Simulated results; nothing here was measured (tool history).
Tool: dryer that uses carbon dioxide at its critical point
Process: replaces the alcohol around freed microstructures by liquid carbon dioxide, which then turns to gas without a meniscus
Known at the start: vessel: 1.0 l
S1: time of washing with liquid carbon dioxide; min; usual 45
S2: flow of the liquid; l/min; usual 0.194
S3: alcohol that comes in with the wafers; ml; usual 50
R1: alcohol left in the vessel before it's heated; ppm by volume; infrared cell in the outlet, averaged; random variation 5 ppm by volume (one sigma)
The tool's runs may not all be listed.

run	hour	S1	S2	S3	R1
1	0	45	0.194	50	35
2	9	45	0.247	50	23
3	22	45	0.194	51	40
4	33.3	45	0.155	51	119
5	43.3	45	0.155	51	125
6	55.1	45	0.194	50	51
7	71.6	52	0.194	50	33
8	80.2	52	0.194	35	36
9	89	52	0.194	35	34
10	106.4	52	0.194	35	36
11	123.5	29	0.194	50	343
12	131.5	29	0.194	50	336
13	147.4	45	0.194	92	72
14	164.7	45	0.194	92	72
15	173.9	45	0.194	68	69
16	180.9	45	0.194	68	75
17	196.1	50	0.194	50	55
18	210.6	50	0.194	50	46
19	228.1	45	0.151	50	163
20	235.9	46	0.151	50	148
21	243.4	40	0.194	50	90
22	260.2	40	0.194	50	94
23	271.4	45	0.194	50	70
24	285.8	45	0.194	50	78
25	300.1	45	0.194	50	70
26	315.3	45	0.277	50	67
27	327.1	45	0.277	50	63
28	337.5	50	0.279	50	53
29	352.2	47	0.194	57	76
30	359.9	47	0.194	57	72
31	370.4	45	0.118	50	540
32	379.1	45	0.118	50	554
33	387.4	45	0.118	50	555
34	401.9	48	0.286	28	74
35	415.4	39	0.167	23	141
36	423.7	39	0.146	23	240
37	435.6	39	0.146	23	227
38	447.6	39	0.152	41	295
39	455.9	39	0.238	29	82
40	473.4	39	0.238	29	84
41	483.7	64	0.194	34	78
42	493.8	45	0.177	50	121
43	509.1	58	0.177	54	88
44	516.6	52	0.218	115	82
45	530.7	55	0.146	115	196
46	538.1	69	0.195	50	81
47	555.6	69	0.195	50	90

The same runs without the tool's hidden state, with the same run-to-run variation:
The hidden state here: flow that reaches the vessel past the clogged filter, %; alcohol in the recycled carbon dioxide, ppm; drift of the gauge itself on alcohol_ppm, %.
run	R1
1	16
2	7
3	18
4	78
5	81
6	24
7	7
8	10
9	7
10	7
11	243
12	237
13	28
14	26
15	25
16	30
17	13
18	2
19	87
20	73
21	29
22	31
23	16
24	19
25	11
26	13
27	8
28	0
29	12
30	7
31	350
32	359
33	358
34	9
35	50
36	124
37	111
38	154
39	6
40	7
41	3
42	27
43	6
44	0
45	71
46	0
47	5

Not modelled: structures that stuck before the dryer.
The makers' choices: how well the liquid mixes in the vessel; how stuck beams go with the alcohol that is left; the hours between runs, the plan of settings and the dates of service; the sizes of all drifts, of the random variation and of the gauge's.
